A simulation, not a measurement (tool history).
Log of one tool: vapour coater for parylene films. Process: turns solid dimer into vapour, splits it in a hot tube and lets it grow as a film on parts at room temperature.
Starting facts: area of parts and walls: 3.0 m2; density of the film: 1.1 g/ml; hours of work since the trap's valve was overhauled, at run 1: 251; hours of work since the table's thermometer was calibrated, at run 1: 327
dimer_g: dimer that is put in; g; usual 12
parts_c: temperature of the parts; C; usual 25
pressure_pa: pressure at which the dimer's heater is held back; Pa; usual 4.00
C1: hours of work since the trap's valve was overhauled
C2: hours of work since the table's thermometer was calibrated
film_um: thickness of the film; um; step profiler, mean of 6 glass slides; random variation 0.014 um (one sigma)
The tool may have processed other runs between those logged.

run 1 hour=0.0 | dimer_g=12 parts_c=25 pressure_pa=4.00 | C1=251 C2=327 | film_um=1.91
run 2 hour=12.4 | dimer_g=12 parts_c=25 pressure_pa=10.27 | C1=260 C2=337 | film_um=1.60
run 3 hour=30.4 | dimer_g=12 parts_c=25 pressure_pa=10.27 | C1=274 C2=351 | film_um=1.57
run 4 hour=47.5 | dimer_g=12 parts_c=25 pressure_pa=2.30 | C1=288 C2=364 | film_um=2.11
run 5 hour=67.7 | dimer_g=7 parts_c=25 pressure_pa=2.30 | C1=304 C2=380 | film_um=1.22
run 6 hour=80.3 | dimer_g=12 parts_c=23 pressure_pa=4.00 | C1=314 C2=390 | film_um=2.00
run 7 hour=102.8 | dimer_g=12 parts_c=23 pressure_pa=4.00 | C1=331 C2=408 | film_um=2.05
run 8 hour=128.2 | dimer_g=12 parts_c=23 pressure_pa=4.00 | C1=351 C2=427 | film_um=2.01
run 9 hour=148.4 | dimer_g=12 parts_c=25 pressure_pa=4.00 | C1=367 C2=443 | film_um=1.85
run 10 hour=170.0 | dimer_g=12 parts_c=25 pressure_pa=4.00 | C1=384 C2=460 | film_um=1.83
run 11 hour=183.4 | dimer_g=12 parts_c=25 pressure_pa=4.00 | C1=394 C2=471 | film_um=1.85
run 12 hour=201.9 | dimer_g=12 parts_c=22 pressure_pa=4.00 | C1=409 C2=485 | film_um=2.09
run 13 hour=213.8 | dimer_g=12 parts_c=22 pressure_pa=4.00 | C1=418 C2=494 | film_um=2.08
run 14 hour=229.8 | dimer_g=12 parts_c=22 pressure_pa=4.00 | C1=431 C2=507 | film_um=2.07
run 15 hour=251.4 | dimer_g=12 parts_c=22 pressure_pa=4.00 | C1=447 C2=524 | film_um=2.04
run 16 hour=266.0 | dimer_g=12 parts_c=29 pressure_pa=4.00 | C1=459 C2=535 | film_um=1.51
run 17 hour=280.2 | dimer_g=17 parts_c=27 pressure_pa=4.91 | C1=470 C2=546 | film_um=2.22
-- hour=300.0 trap's valve overhauled
run 18 hour=307.3 | dimer_g=8 parts_c=27 pressure_pa=4.91 | C1=6 C2=564 | film_um=1.20
run 19 hour=319.8 | dimer_g=22 parts_c=27 pressure_pa=3.16 | C1=16 C2=574 | film_um=3.57
run 20 hour=341.0 | dimer_g=10 parts_c=25 pressure_pa=3.00 | C1=32 C2=591 | film_um=1.77
run 21 hour=367.1 | dimer_g=12 parts_c=35 pressure_pa=3.36 | C1=52 C2=611 | film_um=1.35
run 22 hour=387.7 | dimer_g=12 parts_c=34 pressure_pa=2.15 | C1=69 C2=627 | film_um=1.54
run 23 hour=400.8 | dimer_g=7 parts_c=21 pressure_pa=2.15 | C1=79 C2=638 | film_um=1.55
run 24 hour=422.7 | dimer_g=8 parts_c=25 pressure_pa=4.00 | C1=96 C2=655 | film_um=1.33
run 25 hour=444.1 | dimer_g=8 parts_c=31 pressure_pa=4.00 | C1=113 C2=672 | film_um=1.01
run 26 hour=457.6 | dimer_g=22 parts_c=23 pressure_pa=3.03 | C1=123 C2=682 | film_um=4.09
run 27 hour=471.2 | dimer_g=5 parts_c=25 pressure_pa=3.09 | C1=134 C2=693 | film_um=0.83
run 28 hour=484.0 | dimer_g=14 parts_c=30 pressure_pa=6.89 | C1=144 C2=703 | film_um=1.66

Pick out some run-to-run changes in film_um. Of each, how much would a tool without hidden state show as well, from the settings, what came in and chance, and how much is left for the hidden state and any gauge scatter not in both results compared?
Unlogged tool condition in this case: vapour lost through the trap's worn valve, %; true temperature of the parts over the reading, C; drift of the gauge itself on film_um, %.
Run 17 -> 18: dimer_g 17 -> 8, trap's valve overhauled. film_um -1.02 um: hidden state +0.32, all else -1.34.
Run 25 -> 26: dimer_g 8 -> 22, parts_c 31 -> 23, pressure_pa 4.00 -> 3.03. film_um +3.08 um: hidden state -0.14, all else +3.22.
Run 26 -> 27: dimer_g 22 -> 5, parts_c 23 -> 25, pressure_pa 3.03 -> 3.09. film_um -3.26 um: hidden state +0.15, all else -3.41.

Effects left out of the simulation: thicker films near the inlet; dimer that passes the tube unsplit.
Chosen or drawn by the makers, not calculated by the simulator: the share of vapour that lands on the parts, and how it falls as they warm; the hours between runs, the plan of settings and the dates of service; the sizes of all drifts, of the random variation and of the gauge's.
